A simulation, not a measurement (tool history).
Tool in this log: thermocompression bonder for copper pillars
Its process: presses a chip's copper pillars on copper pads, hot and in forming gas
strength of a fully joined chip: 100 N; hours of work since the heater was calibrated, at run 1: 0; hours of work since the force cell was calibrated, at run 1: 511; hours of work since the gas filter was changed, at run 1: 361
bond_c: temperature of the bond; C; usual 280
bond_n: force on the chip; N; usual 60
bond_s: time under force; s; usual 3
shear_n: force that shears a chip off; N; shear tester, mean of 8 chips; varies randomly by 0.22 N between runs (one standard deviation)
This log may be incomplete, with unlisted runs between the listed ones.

| run | hour | bond_c | bond_n | bond_s | hours of work since the heater was calibrated | hours of work since the force cell was calibrated | hours of work since the gas filter was changed | shear_n |
|---|---|---|---|---|---|---|---|---|
| 1 | 0 | 280 | 60 | 3 | 0 | 511 | 361 | 47.8 |
|  | 11.2 | forming gas filter changed |
| 2 | 30.6 | 280 | 60 | 3 | 20 | 531 | 13 | 49.5 |
| 3 | 66.8 | 280 | 60 | 3 | 44 | 555 | 37 | 49.5 |
| 4 | 106.8 | 280 | 60 | 2 | 70 | 581 | 63 | 42.9 |
| 5 | 128.6 | 280 | 60 | 3 | 85 | 596 | 77 | 49.3 |
| 6 | 152.1 | 280 | 60 | 4 | 100 | 611 | 93 | 54.5 |
| 7 | 175.8 | 280 | 60 | 4 | 116 | 627 | 109 | 54.3 |
| 8 | 220.5 | 280 | 60 | 4 | 145 | 656 | 138 | 54.8 |
| 9 | 241.3 | 280 | 60 | 4 | 159 | 670 | 152 | 54 |
| 10 | 284.5 | 280 | 60 | 4 | 187 | 698 | 180 | 54.6 |
| 11 | 321.1 | 280 | 61 | 3 | 211 | 723 | 204 | 49.7 |
| 12 | 353.8 | 272 | 60 | 3 | 233 | 744 | 226 | 45.8 |
| 13 | 373.1 | 272 | 60 | 3 | 246 | 757 | 239 | 45.7 |
| 14 | 393.6 | 272 | 60 | 3 | 259 | 770 | 252 | 45.9 |
| 15 | 416.6 | 272 | 60 | 3 | 274 | 786 | 267 | 45.6 |
| 16 | 440.6 | 272 | 60 | 3 | 290 | 801 | 283 | 45.6 |
| 17 | 481.4 | 272 | 60 | 3 | 317 | 828 | 310 | 45.4 |
| 18 | 501 | 272 | 60 | 3 | 330 | 841 | 323 | 45.7 |
| 19 | 529.9 | 272 | 60 | 3 | 349 | 860 | 342 | 45.4 |
| 20 | 567.8 | 272 | 60 | 3 | 374 | 885 | 367 | 45.3 |
|  | 571.6 | forming gas filter changed |
|  | 595.8 | force cell calibrated |
| 21 | 603.7 | 280 | 60 | 2 | 397 | 5 | 20 | 45.8 |
| 22 | 635.5 | 286 | 60 | 2 | 418 | 26 | 41 | 48.5 |
| 23 | 675.5 | 280 | 60 | 2 | 444 | 53 | 68 | 46.4 |
| 24 | 718.4 | 280 | 66 | 2 | 472 | 81 | 96 | 49.1 |
| 25 | 752.6 | 280 | 66 | 2 | 495 | 103 | 118 | 48.9 |
| 26 | 784.8 | 280 | 66 | 2 | 516 | 125 | 140 | 49.2 |
| 27 | 804.9 | 280 | 66 | 2 | 529 | 138 | 153 | 48.9 |
| 28 | 829.8 | 280 | 79 | 2 | 546 | 154 | 169 | 55.6 |
| 29 | 848.9 | 284 | 79 | 2 | 558 | 167 | 182 | 56.8 |
| 30 | 888.2 | 289 | 58 | 3 | 584 | 193 | 208 | 54.9 |
| 31 | 919.2 | 289 | 58 | 3 | 605 | 213 | 228 | 55.2 |
| 32 | 937.2 | 259 | 70 | 7 | 617 | 225 | 240 | 63 |
| 33 | 958.6 | 296 | 70 | 3 | 631 | 239 | 254 | 64.7 |
| 34 | 990.4 | 296 | 70 | 3 | 652 | 260 | 275 | 64.1 |
| 35 | 1025 | 296 | 37 | 5 | 674 | 283 | 298 | 50.6 |
| 36 | 1049.1 | 284 | 37 | 4 | 690 | 299 | 314 | 42.1 |
| 37 | 1090.8 | 284 | 37 | 4 | 718 | 327 | 341 | 42 |
| 38 | 1117.7 | 266 | 39 | 3 | 736 | 344 | 359 | 32.9 |
|  | 1134.5 | forming gas filter changed |
| 39 | 1149.4 | 251 | 65 | 6 | 756 | 365 | 10 | 55.5 |
| 40 | 1173.1 | 292 | 60 | 2 | 772 | 380 | 25 | 52.4 |
| 41 | 1203.2 | 280 | 81 | 3 | 792 | 400 | 45 | 65 |

Here are 3 independent what-if runs from the current tool condition. What would each one return?
| A | 1239.7 | 259 | 60 | 2 | 816 | 424 | 69 | ? |
| B | 1239.7 | 254 | 40 | 4 | 816 | 424 | 69 | ? |
| C | 1239.7 | 304 | 76 | 3 | 816 | 424 | 69 | ? |

| run | shear_n |
|---|---|
| A | 38.5 |
| B | 34.6 |
| C | 73.2 |
With the hidden condition removed and each run's random variation left untouched, the same runs would have given:
| run | shear_n |
|---|---|
| A | 35.2 |
| B | 31.5 |
| C | 70.2 |
